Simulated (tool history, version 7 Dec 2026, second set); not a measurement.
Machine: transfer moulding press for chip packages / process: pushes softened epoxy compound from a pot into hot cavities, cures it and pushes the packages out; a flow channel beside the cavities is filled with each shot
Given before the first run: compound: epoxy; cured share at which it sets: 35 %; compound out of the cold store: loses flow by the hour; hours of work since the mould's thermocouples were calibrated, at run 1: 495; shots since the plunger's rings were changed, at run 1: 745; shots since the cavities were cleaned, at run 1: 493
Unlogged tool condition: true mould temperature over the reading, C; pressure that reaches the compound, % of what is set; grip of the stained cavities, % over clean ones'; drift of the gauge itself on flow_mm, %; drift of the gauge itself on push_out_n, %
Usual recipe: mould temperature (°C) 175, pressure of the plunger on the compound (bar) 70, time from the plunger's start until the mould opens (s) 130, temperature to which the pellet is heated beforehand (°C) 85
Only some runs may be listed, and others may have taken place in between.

run    hour  mould temperature (°C)  pressure of the plunger on the compound (bar)  time from the plunger's start until the mould opens (s)  temperature to which the pellet is heated beforehand (°C)  hours of work since the mould's thermocouples were calibrated  shots since the plunger's rings were changed  shots since the cavities were cleaned  incoming compound's hours out of the cold store  length that the compound runs in the flow channel (mm)  greatest force on the pins that push the packages out (N)
  1       0                     175                                             70                                                      130                                                         85                                                            495                                           745                                    493                                             27.5                                                     792                                                        468
        5.1  -- cavities cleaned with cleaning compound and waxed
       61.9  -- cavities cleaned with cleaning compound and waxed
  2    67.8                     170                                             70                                                      130                                                         85                                                            538                                          1379                                     57                                             39.3                                                     768                                                        481
       94.1  -- mould's thermocouples calibrated
      119.2  -- cavities cleaned with cleaning compound and waxed
  3   122.8                     170                                             70                                                      130                                                         85                                                             18                                          1884                                     35                                             39.8                                                     764                                                        488
  4   163.1                     170                                           60.8                                                      130                                                         85                                                             45                                          2278                                    429                                             42.2                                                     691                                                        611
      173.5  -- cavities cleaned with cleaning compound and waxed
  5   215.1                     170                                           60.8                                                      130                                                         85                                                             79                                          2773                                    407                                             26.8                                                     739                                                        637
      228.8  -- cavities cleaned with cleaning compound and waxed
  6   279.7                     175                                             70                                                      130                                                         85                                                            121                                          3391                                    498                                             18.8                                                     763                                                        486
      284.5  -- cavities cleaned with cleaning compound and waxed
      303.6  -- plunger's sealing rings changed
  7   331.1                     175                                             70                                                      130                                                         85                                                            153                                           270                                    432                                             40.3                                                     765                                                        460
      343.5  -- cavities cleaned with cleaning compound and waxed
      401.8  -- cavities cleaned with cleaning compound and waxed
  8   402.6                     175                                             70                                                      130                                                         85                                                            199                                           940                                      7                                               25                                                     782                                                        352
      457.8  -- cavities cleaned with cleaning compound and waxed
  9   458.4                     175                                             70                                                      130                                                         85                                                            235                                          1473                                      7                                             21.6                                                     775                                                        361
 10   508.7                     175                                             70                                                      130                                                         85                                                            269                                          1965                                    499                                             19.7                                                     801                                                        483
      514.3  -- cavities cleaned with cleaning compound and waxed
 11   562.3                     175                                             70                                                      130                                                         85                                                            304                                          2475                                    470                                             42.3                                                     736                                                        469
      567.9  -- cavities cleaned with cleaning compound and waxed
      622.2  -- cavities cleaned with cleaning compound and waxed
 12   622.2                     175                                           54.4                                                      130                                                         85                                                            342                                          3032                                      0                                             16.2                                                     683                                                        369
      676.3  -- cavities cleaned with cleaning compound and waxed
 13   676.3                     175                                             70                                                      133                                                         85                                                            377                                          3548                                      0                                             11.3                                                     792                                                        358
      683.5  -- plunger's sealing rings changed
      738.2  -- cavities cleaned with cleaning compound and waxed
 14   754.8                     175                                             70                                                      133                                                         85                                                            427                                           684                                    163                                             21.7                                                     788                                                        402
      791.4  -- cavities cleaned with cleaning compound and waxed
 15   820.9                     175                                             70                                                      133                                                         89                                                            470                                          1316                                    289                                              8.7                                                     813                                                        427
      849.4  -- cavities cleaned with cleaning compound and waxed
 16   862.4                     175                                             70                                                      133                                                         89                                                            497                                          1708                                    128                                             39.6                                                     751                                                        387
      904.6  -- cavities cleaned with cleaning compound and waxed
 17   906.5                     175                                             70                                                      133                                                         89                                                            526                                          2126                                     20                                               28                                                     759                                                        349
        951  -- mould's thermocouples calibrated
      962.1  -- cavities cleaned with cleaning compound and waxed
 18   972.9                     175                                             70                                                      133                                                         89                                                             14                                          2741                                    106                                             22.7                                                     768                                                        377
     1018.6  -- cavities cleaned with cleaning compound and waxed
 19    1034                     175                                           83.2                                                      130                                                         85                                                             54                                          3325                                    151                                             17.1                                                     847                                                        393
       1065  -- plunger's sealing rings changed
 20  1067.5                     175                                           87.9                                                      130                                                         85                                                             74                                            25                                    455                                             29.1                                                     893                                                        465
     1073.8  -- cavities cleaned with cleaning compound and waxed
 21  1103.7                     178                                             70                                                      130                                                         79                                                             98                                           365                                    293                                              8.9                                                     819                                                        397
     1128.9  -- cavities cleaned with cleaning compound and waxed
 22  1158.5                     178                                             70                                                      130                                                         79                                                            133                                           887                                    290                                             46.2                                                     741                                                        362
       1184  -- cavities cleaned with cleaning compound and waxed
 23    1215                     173                                           72.5                                                      118                                                         86                                                            170                                          1425                                    303                                             19.4                                                     810                                                        571
     1239.8  -- cavities cleaned with cleaning compound and waxed
 24  1255.5                     175                                             68                                                      130                                                         83                                                            196                                          1808                                    154                                             42.9                                                     725                                                        402
 25  1288.9                     175                                             68                                                      130                                                         83                                                            219                                          2135                                    481                                             18.1                                                     773                                                        462

Subtracting, for every run, the result it would have given without the tool's unlogged condition from the measured result gives the following. The same run-to-run variation enters both numbers; the gauge's scatter may not:
run  length that the compound runs in the flow channel (mm)  greatest force on the pins that push the packages out (N)
  1                                                     -11                                                       +109
  2                                                     -18                                                        +19
  3                                                     -23                                                        +25
  4                                                     -26                                                       +138
  5                                                     -32                                                       +142
  6                                                     -42                                                       +116
  7                                                      -5                                                       +101
  8                                                     -13                                                         +3
  9                                                     -20                                                         +6
 10                                                     -27                                                       +117
 11                                                     -32                                                       +108
 12                                                     -35                                                         +1
 13                                                     -49                                                         +2
 14                                                     -12                                                        +46
 15                                                     -20                                                        +73
 16                                                     -23                                                        +35
 17                                                     -29                                                         +4
 18                                                     -36                                                        +34
 19                                                     -48                                                        +45
 20                                                      -2                                                       +107
 21                                                      -6                                                        +67
 22                                                     -11                                                        +60
 23                                                     -18                                                        +97
 24                                                     -21                                                        +47
 25                                                     -27                                                       +107
